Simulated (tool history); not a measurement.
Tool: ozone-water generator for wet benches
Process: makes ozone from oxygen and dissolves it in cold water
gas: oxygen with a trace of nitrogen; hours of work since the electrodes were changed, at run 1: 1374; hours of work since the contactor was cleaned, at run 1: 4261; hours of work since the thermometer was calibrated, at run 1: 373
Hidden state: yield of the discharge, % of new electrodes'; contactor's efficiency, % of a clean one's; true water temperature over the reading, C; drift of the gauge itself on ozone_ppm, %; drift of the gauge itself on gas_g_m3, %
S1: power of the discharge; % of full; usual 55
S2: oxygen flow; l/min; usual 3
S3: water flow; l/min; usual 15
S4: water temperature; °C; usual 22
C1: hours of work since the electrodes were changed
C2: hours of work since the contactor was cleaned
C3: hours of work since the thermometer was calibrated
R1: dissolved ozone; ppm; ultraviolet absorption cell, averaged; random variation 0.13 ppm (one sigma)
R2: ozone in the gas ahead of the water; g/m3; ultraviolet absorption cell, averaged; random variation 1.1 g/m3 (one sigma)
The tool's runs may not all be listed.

| run | hour | S1 | S2 | S3 | S4 | C1 | C2 | C3 | R1 | R2 |
|---|---|---|---|---|---|---|---|---|---|---|
| 1 | 0 | 55 | 3 | 15 | 22 | 1374 | 4261 | 373 | 14.4 | 190.4 |
| 2 | 105.8 | 81 | 3 | 15 | 22 | 1459 | 4347 | 459 | 18.3 | 244.3 |
| 3 | 223.2 | 55 | 3 | 18 | 22 | 1555 | 4442 | 554 | 12.5 | 188.7 |
| 4 | 294.2 | 55 | 3 | 18 | 22 | 1612 | 4500 | 612 | 12.5 | 189.5 |
| 5 | 376.2 | 55 | 3 | 18 | 22 | 1679 | 4567 | 678 | 12.2 | 188.6 |
| 6 | 497.8 | 55 | 3 | 18 | 22 | 1778 | 4665 | 777 | 12.5 | 186.9 |
| 7 | 601.9 | 55 | 3 | 15 | 24 | 1862 | 4750 | 861 | 14.2 | 186 |
| 8 | 685.4 | 55 | 3 | 15 | 24 | 1930 | 4818 | 929 | 14.2 | 188.7 |
| 9 | 775.6 | 86 | 3 | 15 | 22 | 2003 | 4891 | 1002 | 19.2 | 248.4 |
| 10 | 842.5 | 41 | 3 | 15 | 22 | 2057 | 4945 | 1057 | 12.1 | 153.2 |
| 11 | 912.9 | 55 | 3 | 11 | 22 | 2115 | 5002 | 1114 | 18.1 | 186 |
| 12 | 971.9 | 55 | 3 | 15 | 22 | 2162 | 5050 | 1162 | 14.4 | 185.6 |
| 13 | 1086.6 | 55 | 3 | 15 | 22 | 2256 | 5143 | 1255 | 14.5 | 186.4 |
| 14 | 1162.9 | 55 | 3 | 15 | 22 | 2317 | 5205 | 1317 | 14.6 | 184.5 |
| 15 | 1263.3 | 67 | 3 | 15 | 22 | 2399 | 5287 | 1398 | 16.5 | 210.1 |
| 16 | 1335 | 67 | 3 | 15 | 22 | 2457 | 5345 | 1456 | 16.2 | 209.8 |

Forecast run 17:
| 17 | 1437.1 | 67 | 3 | 15 | 22 | 2540 | 5428 | 1539 | ? | ? |

{"run 17": {"R1": 16.4, "R2": 208.2}}
Without the tool's hidden state the same run would have given R1 16.5 ppm, R2 214.3 g/m3.

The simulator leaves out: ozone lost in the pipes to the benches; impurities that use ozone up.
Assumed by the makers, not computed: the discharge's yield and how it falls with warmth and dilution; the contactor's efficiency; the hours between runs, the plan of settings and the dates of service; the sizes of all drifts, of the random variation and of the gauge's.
